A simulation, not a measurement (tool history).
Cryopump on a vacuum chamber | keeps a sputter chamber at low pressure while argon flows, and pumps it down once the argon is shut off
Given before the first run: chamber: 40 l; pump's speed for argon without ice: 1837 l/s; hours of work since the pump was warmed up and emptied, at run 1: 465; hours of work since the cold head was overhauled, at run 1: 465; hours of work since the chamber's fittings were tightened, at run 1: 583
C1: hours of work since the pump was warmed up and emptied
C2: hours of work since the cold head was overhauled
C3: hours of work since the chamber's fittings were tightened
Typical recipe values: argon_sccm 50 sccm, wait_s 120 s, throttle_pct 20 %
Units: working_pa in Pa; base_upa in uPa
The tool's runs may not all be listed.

Run 1, day 0: usual settings; C1 465; C2 465; C3 583. Result: working_pa 0.2387 Pa, base_upa 1.18 uPa.
Run 2, day 0.529: usual settings; C1 472; C2 472; C3 590. Result: working_pa 0.2374 Pa, base_upa 1.17 uPa.
Run 3, day 1.088: usual settings but throttle_pct 18 %; C1 480; C2 480; C3 598. Result: working_pa 0.2646 Pa, base_upa 1.21 uPa.
Run 4, day 1.712: usual settings but throttle_pct 18 %; C1 488; C2 488; C3 606. Result: working_pa 0.2649 Pa, base_upa 1.19 uPa.
Run 5, day 2.533: usual settings but throttle_pct 18 %; C1 500; C2 500; C3 618. Result: working_pa 0.264 Pa, base_upa 1.2 uPa.
Run 6, day 3.283: usual settings but throttle_pct 18 %; C1 510; C2 510; C3 628. Result: working_pa 0.2632 Pa, base_upa 1.24 uPa.
Run 7, day 3.929: usual settings but argon_sccm 48 sccm; C1 519; C2 519; C3 637. Result: working_pa 0.2287 Pa, base_upa 1.24 uPa.
Run 8, day 4.675: usual settings but throttle_pct 19 %; C1 529; C2 529; C3 647. Result: working_pa 0.249 Pa, base_upa 1.23 uPa.
Run 9, day 5.25: usual settings but throttle_pct 19 %; C1 536; C2 536; C3 654. Result: working_pa 0.251 Pa, base_upa 1.31 uPa.
Run 10, day 5.817: usual settings but throttle_pct 19 %; C1 544; C2 544; C3 662. Result: working_pa 0.2524 Pa, base_upa 1.27 uPa.
Run 11, day 6.2: usual settings; C1 549; C2 549; C3 667. Result: working_pa 0.2411 Pa, base_upa 1.29 uPa.
Run 12, day 6.842: usual settings but wait_s 28 s; C1 558; C2 558; C3 676. Result: working_pa 0.2383 Pa, base_upa 2.48 uPa.
Run 13, day 7.6: usual settings but wait_s 28 s; C1 568; C2 568; C3 686. Result: working_pa 0.2395 Pa, base_upa 2.53 uPa.
Run 14, day 8.012: usual settings but wait_s 28 s; C1 574; C2 574; C3 692. Result: working_pa 0.238 Pa, base_upa 2.59 uPa.
Run 15, day 8.583: usual settings but wait_s 28 s; C1 582; C2 582; C3 700. Result: working_pa 0.2401 Pa, base_upa 2.6 uPa.
Run 16, day 9.271: usual settings but argon_sccm 24 sccm, wait_s 28 s; C1 591; C2 591; C3 709. Result: working_pa 0.1163 Pa, base_upa 2.66 uPa.
Run 17, day 10.167: usual settings but argon_sccm 20 sccm, wait_s 114 s, throttle_pct 36 %; C1 603; C2 603; C3 721. Result: working_pa 0.055 Pa, base_upa 1.36 uPa.
Run 18, day 10.612: usual settings but argon_sccm 62 sccm, wait_s 83 s, throttle_pct 45 %; C1 609; C2 609; C3 727. Result: working_pa 0.1389 Pa, base_upa 1.6 uPa.

Run 19 is up next; what results do you expect?
Run 19, day 11.392: usual settings but wait_s 105 s; C1 620; C2 620; C3 738. Result: working_pa ?, base_upa ?.

{"run 19": {"working_pa": 0.2422, "base_upa": 1.44}}
With no hidden state in the tool, this same run would have given working_pa 0.2317 Pa, base_upa 0.62 uPa.
